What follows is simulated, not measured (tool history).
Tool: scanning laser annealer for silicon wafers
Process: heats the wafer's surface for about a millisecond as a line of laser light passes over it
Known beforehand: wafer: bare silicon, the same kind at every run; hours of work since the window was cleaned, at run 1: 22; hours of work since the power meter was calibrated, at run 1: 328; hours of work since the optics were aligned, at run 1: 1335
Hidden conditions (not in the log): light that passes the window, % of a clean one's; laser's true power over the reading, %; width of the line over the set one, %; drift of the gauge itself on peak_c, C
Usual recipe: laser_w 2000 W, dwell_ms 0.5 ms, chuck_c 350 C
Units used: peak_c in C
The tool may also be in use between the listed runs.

run,day,laser_w,dwell_ms,chuck_c,hours of work since the window was cleaned,hours of work since the power meter was calibrated,hours of work since the optics were aligned,peak_c
1,0,2000,0.5,350,22,328,1335,1102
2,0.504,2000,0.5,350,30,336,1343,1102
3,0.988,2000,0.5,350,38,344,1351,1100
4,1.321,2000,0.5,350,44,350,1357,1101
5,1.571,2000,0.5,350,48,354,1361,1097
6,1.925,2000,0.5,350,54,360,1367,1099
7,2.188,2000,0.5,350,59,365,1372,1097
8,2.571,2000,0.551,350,65,371,1378,1129
9,3.075,2000,0.551,350,74,380,1387,1130
10,3.379,2000,0.551,350,79,385,1392,1129
11,3.912,2000,0.551,350,88,394,1401,1129
12,4.379,2000,0.551,350,96,402,1409,1129
13,4.688,2000,0.551,350,101,407,1414,1131
14,5.071,2000,0.551,350,108,414,1421,1130
15,5.488,2000,0.551,350,115,421,1428,1128
16,5.938,2000,0.5,350,123,429,1436,1097
17,6.238,2000,0.5,350,128,434,1441,1095
18,6.754,2000,0.5,350,136,442,1449,1095
19,7.308,2000,0.5,350,146,452,1459,1093
20,7.704,2000,0.5,350,153,459,1466,1096
21,8.15,2129,0.518,384,160,466,1473,1190
22,8.729,1898,0.518,384,170,476,1483,1094
23,9.238,2000,0.384,378,179,485,1492,1036
24,9.483,1919,0.5,350,183,489,1496,1058
25,10,1919,0.546,344,192,498,1505,1075
26,10.479,2000,0.39,355,200,506,1513,1012
# day 11.062: optics aligned, line set to its width
27,11.171,2000,0.39,355,208,514,2,1039
28,11.671,2011,0.353,329,216,523,10,987
29,12.229,1763,0.525,375,226,532,20,1046
30,12.688,1763,0.527,365,234,540,28,1037
31,13.229,1800,0.518,321,243,549,37,1003
32,13.571,2081,0.484,332,249,555,43,1119
33,14.071,1776,0.593,357,257,563,51,1070

For run 34, what comes out?
34,14.621,2111,0.593,315,267,573,61,?

{"run 34": {"peak_c": 1185}}
On a tool with no hidden condition, and with the same random variation, this run would have come out at peak_c 1203 C.
